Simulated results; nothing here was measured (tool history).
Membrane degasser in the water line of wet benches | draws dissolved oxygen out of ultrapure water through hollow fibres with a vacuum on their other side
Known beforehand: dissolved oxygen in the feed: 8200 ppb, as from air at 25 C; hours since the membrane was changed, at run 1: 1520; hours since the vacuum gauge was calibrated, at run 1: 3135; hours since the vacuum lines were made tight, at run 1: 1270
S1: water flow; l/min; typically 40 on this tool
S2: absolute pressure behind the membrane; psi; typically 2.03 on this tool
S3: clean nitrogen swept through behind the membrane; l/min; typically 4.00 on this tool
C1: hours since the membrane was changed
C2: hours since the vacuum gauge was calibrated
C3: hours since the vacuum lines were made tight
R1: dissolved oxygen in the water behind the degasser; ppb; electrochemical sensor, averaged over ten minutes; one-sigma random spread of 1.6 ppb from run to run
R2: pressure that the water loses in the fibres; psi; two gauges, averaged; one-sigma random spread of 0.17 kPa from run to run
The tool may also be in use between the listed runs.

run     day  S1    S2    S3    C1    C2    C3     R1     R2
  1   0.000  40  2.03  4.00  1520  3135  1270  266.0  3.746
  2   1.929  40  2.03  4.00  1566  3181  1316  265.0  3.775
  3   2.983  40  2.03  9.63  1592  3207  1341  119.9  3.752
  4   4.133  44  2.03  4.00  1619  3234  1369  291.5  4.112
  5   5.154  44  2.03  4.00  1644  3259  1393  295.6  4.110
  6   7.054  59  2.03  4.00  1689  3305  1439  406.1  5.507
  7   8.942  40  2.03  4.00  1735  3350  1484  265.9  3.696
  8  10.758  40  2.03  4.00  1778  3393  1528  265.8  3.751
  9  11.783  40  2.03  4.00  1803  3418  1553  265.7  3.735
     12.250  -- vacuum gauge calibrated
 10  13.067  40  2.03  4.00  1833    20  1583  259.0  3.712
 11  14.442  40  2.03  4.00  1866    53  1616  256.4  3.787
 12  15.771  40  2.23  4.00  1898    84  1648  287.9  3.754
 13  17.504  40  2.23  6.26  1940   126  1689  193.5  3.761
 14  18.858  40  2.23  6.26  1972   159  1722  193.1  3.727
 15  19.862  40  2.23  6.26  1996   183  1746  195.1  3.748
 16  20.758  34  4.53  4.23  2018   204  1767  510.8  3.213
 17  21.792  34  4.53  4.23  2043   229  1792  507.9  3.197
 18  22.625  40  3.10  4.00  2063   249  1812  419.0  3.777
 19  23.712  53  2.03  4.00  2089   275  1838  346.8  5.024
 20  24.808  35  1.93  5.80  2115   301  1865  151.1  3.292
 21  26.400  40  2.03  9.26  2153   340  1903  121.8  3.771
 22  27.538  40  1.31  4.00  2181   367  1930  143.2  3.774
 23  29.317  44  2.03  4.00  2223   410  1973  288.2  4.129
 24  30.638  44  2.03  4.00  2255   441  2005  284.1  4.168
 25  32.025  26  2.03  4.64  2288   475  2038  147.1  2.477
 26  33.742  26  2.03  4.64  2329   516  2079  147.0  2.419
 27  35.388  25  3.57  8.22  2369   555  2119  158.9  2.367
 28  37.021  25  3.57  8.22  2408   594  2158  158.8  2.342
 29  37.883  25  3.57  8.22  2429   615  2178  158.9  2.342

Below are 5 alternative next runs, each starting from the tool's condition after run 29. Predict each:
  A  39.729  29  2.48  2.86  2473  659  2223   ?   ?
  B  39.729  33  2.03  2.82  2473  659  2223   ?   ?
  C  39.729  47  1.70  5.31  2473  659  2223   ?   ?
  D  39.729  25  3.57  9.04  2473  659  2223   ?   ?
  E  39.729  40  2.25  3.52  2473  659  2223   ?   ?

run     R1     R2
  A  323.3  2.788
  B  292.4  3.126
  C  197.1  4.450
  D  145.9  2.319
  E  328.9  3.787
Without the tool's unlogged condition, the same runs would have read:
run     R1     R2
  A  321.1  2.709
  B  290.0  3.037
  C  192.9  4.324
  D  144.7  2.252
  E  325.7  3.678

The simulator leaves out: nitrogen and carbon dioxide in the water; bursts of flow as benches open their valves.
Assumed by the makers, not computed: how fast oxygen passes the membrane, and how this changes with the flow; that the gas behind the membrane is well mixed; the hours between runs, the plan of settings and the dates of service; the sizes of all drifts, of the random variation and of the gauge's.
